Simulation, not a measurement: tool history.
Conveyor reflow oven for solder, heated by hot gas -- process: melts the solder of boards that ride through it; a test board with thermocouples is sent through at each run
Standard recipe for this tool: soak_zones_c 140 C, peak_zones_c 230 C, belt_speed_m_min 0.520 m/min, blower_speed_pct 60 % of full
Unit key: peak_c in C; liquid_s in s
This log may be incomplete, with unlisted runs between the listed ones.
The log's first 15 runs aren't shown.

| run | hour | soak_zones_c | peak_zones_c | belt_speed_m_min | blower_speed_pct | peak_c | liquid_s |
|---|---|---|---|---|---|---|---|
| 16 | 729.4 | 140 | 242 | 0.520 | 68 | 224.7 | 77.8 |
| 17 | 763.3 | 140 | 222 | 0.520 | 87 | 211.1 | 67.7 |
| 18 | 828.4 | 146 | 229 | 0.474 | 70 | 216.8 | 82.3 |
| 19 | 891.7 | 146 | 235 | 0.520 | 66 | 217.9 | 75.0 |
|  | 910.8 | flux residue cleaned out of gas plates and filters |
|  | 945.4 | thermocouples of zones 6 and 7 changed |
| 20 | 947.0 | 146 | 235 | 0.520 | 66 | 220.7 | 77.4 |
| 21 | 1001.6 | 146 | 235 | 0.520 | 66 | 220.2 | 77.0 |
| 22 | 1057.9 | 153 | 230 | 0.520 | 63 | 216.0 | 76.7 |
| 23 | 1114.9 | 153 | 240 | 0.520 | 63 | 223.8 | 83.8 |

Run 24, settings as shown, results not yet in. Your forecast:
| 24 | 1143.8 | 137 | 220 | 0.606 | 51 | ? | ? |

Run 24 gave peak_c 194.4 C, liquid_s 28.7 s.
With no hidden state in the tool, this same run would have given peak_c 195.1 C, liquid_s 29.4 s.
